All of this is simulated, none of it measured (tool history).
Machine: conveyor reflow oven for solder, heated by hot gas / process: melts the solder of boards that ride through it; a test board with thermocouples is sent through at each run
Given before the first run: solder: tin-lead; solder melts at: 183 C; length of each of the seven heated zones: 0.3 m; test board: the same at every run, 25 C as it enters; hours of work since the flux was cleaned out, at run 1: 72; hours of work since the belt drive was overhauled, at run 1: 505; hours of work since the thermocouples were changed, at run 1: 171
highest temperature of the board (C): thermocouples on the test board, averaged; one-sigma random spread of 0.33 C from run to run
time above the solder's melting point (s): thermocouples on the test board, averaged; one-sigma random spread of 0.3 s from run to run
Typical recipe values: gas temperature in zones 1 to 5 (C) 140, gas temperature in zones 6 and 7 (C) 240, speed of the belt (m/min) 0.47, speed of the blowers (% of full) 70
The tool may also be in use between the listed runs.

run     day  gas temperature in zones 1 to 5 (C)  gas temperature in zones 6 and 7 (C)  speed of the belt (m/min)  speed of the blowers (% of full)  hours of work since the flux was cleaned out  hours of work since the belt drive was overhauled  hours of work since the thermocouples were changed  highest temperature of the board (C)  time above the solder's melting point (s)
  1       0                                  140                                   240                       0.47                                70                                            72                                                505                                                 171                                 215.3                                       55.3
  2   0.512                                  140                                   240                       0.47                                70                                            81                                                514                                                 180                                 215.6                                       55.4
  3   1.504                                  140                                   240                       0.47                                70                                            98                                                531                                                 197                                 216.4                                       56.2
  4    2.55                                  140                                   240                       0.47                                70                                           116                                                548                                                 215                                 215.6                                       55.4
  5   3.188                                  140                                   240                       0.47                                70                                           126                                                559                                                 226                                 214.8                                       56.1
  6   3.754                                  140                                   240                      0.558                                70                                           136                                                569                                                 235                                 208.4                                         40
  7   4.638                                  140                                   240                      0.558                                70                                           151                                                584                                                 250                                 208.5                                         39
  8     5.2                                  147                                   240                       0.47                                70                                           161                                                593                                                 260                                   217                                       60.1
  9   5.746                                  147                                   240                       0.47                                70                                           170                                                603                                                 269                                 216.5                                       59.6
 10    6.35                                  147                                   240                       0.41                                70                                           180                                                613                                                 279                                 222.1                                       73.3
 11   7.208                                  147                                   240                       0.41                                70                                           195                                                628                                                 294                                 221.5                                       73.7
 12   8.071                                  147                                   240                       0.41                                70                                           209                                                642                                                 309                                   222                                       73.3
 13   8.521                                  140                                   240                      0.485                                70                                           217                                                650                                                 316                                 214.3                                       52.6
 14   9.496                                  140                                   240                      0.485                                56                                           234                                                667                                                 333                                 209.9                                       47.1
 15  10.192                                  140                                   240                      0.485                                56                                           246                                                678                                                 345                                 208.7                                         47
 16  10.692                                  129                                   241                      0.489                                77                                           254                                                687                                                 353                                 213.9                                       48.5
 17  11.408                                  129                                   241                      0.489                                77                                           266                                                699                                                 366                                 213.9                                       47.8
 18  11.879                                  129                                   241                      0.489                                77                                           274                                                707                                                 374                                 214.3                                         48
 19  12.575                                  129                                   241                      0.489                                77                                           286                                                719                                                 385                                 214.1                                       48.4
 20  13.558                                  146                                   229                      0.493                                77                                           303                                                736                                                 402                                 207.9                                         48
 21   14.35                                  141                                   243                       0.47                                67                                           316                                                749                                                 416                                   217                                       57.5
 22  15.033                                  140                                   240                      0.447                                77                                           328                                                761                                                 427                                 219.1                                         62
 23  15.721                                  140                                   240                      0.447                                66                                           340                                                773                                                 439                                 216.1                                       58.8
 24  16.333                                  140                                   253                       0.47                                71                                           350                                                783                                                 449                                 225.5                                       63.6
     17.279  -- flux residue cleaned out of gas plates and filters
 25  17.321                                  140                                   253                      0.405                                71                                             1                                                796                                                 463                                   234                                       79.8
 26  18.225                                  140                                   249                       0.47                                70                                            16                                                812                                                 478                                 223.7                                       62.6
 27  18.792                                  153                                   252                      0.407                                70                                            26                                                821                                                 488                                 234.5                                       85.5
 28  19.754                                  153                                   231                      0.384                                70                                            42                                                838                                                 504                                 218.9                                       78.7
 29  20.383                                  153                                   231                      0.384                                70                                            53                                                849                                                 515                                 218.2                                       79.6
 30  21.404                                  153                                   231                      0.384                                70                                            70                                                866                                                 532                                 219.4                                         80

Below are 4 alternative next runs, each starting from the tool's condition after run 30. Predict each:
  A  22.412                                  147                                   240                       0.47                                70                                            87                                                883                                                 549                                     ?                                          ?
  B  22.412                                  140                                   232                      0.446                                71                                            87                                                883                                                 549                                     ?                                          ?
  C  22.412                                  153                                   236                      0.474                                74                                            87                                                883                                                 549                                     ?                                          ?
  D  22.412                                  126                                   241                      0.384                                71                                            87                                                883                                                 549                                     ?                                          ?

run  highest temperature of the board (C)  time above the solder's melting point (s)
  A                                 218.9                                       60.9
  B                                 212.4                                       56.1
  C                                 217.4                                         62
  D                                 222.1                                       71.4
With no hidden state in the tool, these same runs would have given:
run  highest temperature of the board (C)  time above the solder's melting point (s)
  A                                 218.3                                       59.9
  B                                 211.8                                         55
  C                                 216.9                                         61
  D                                 221.5                                       70.2
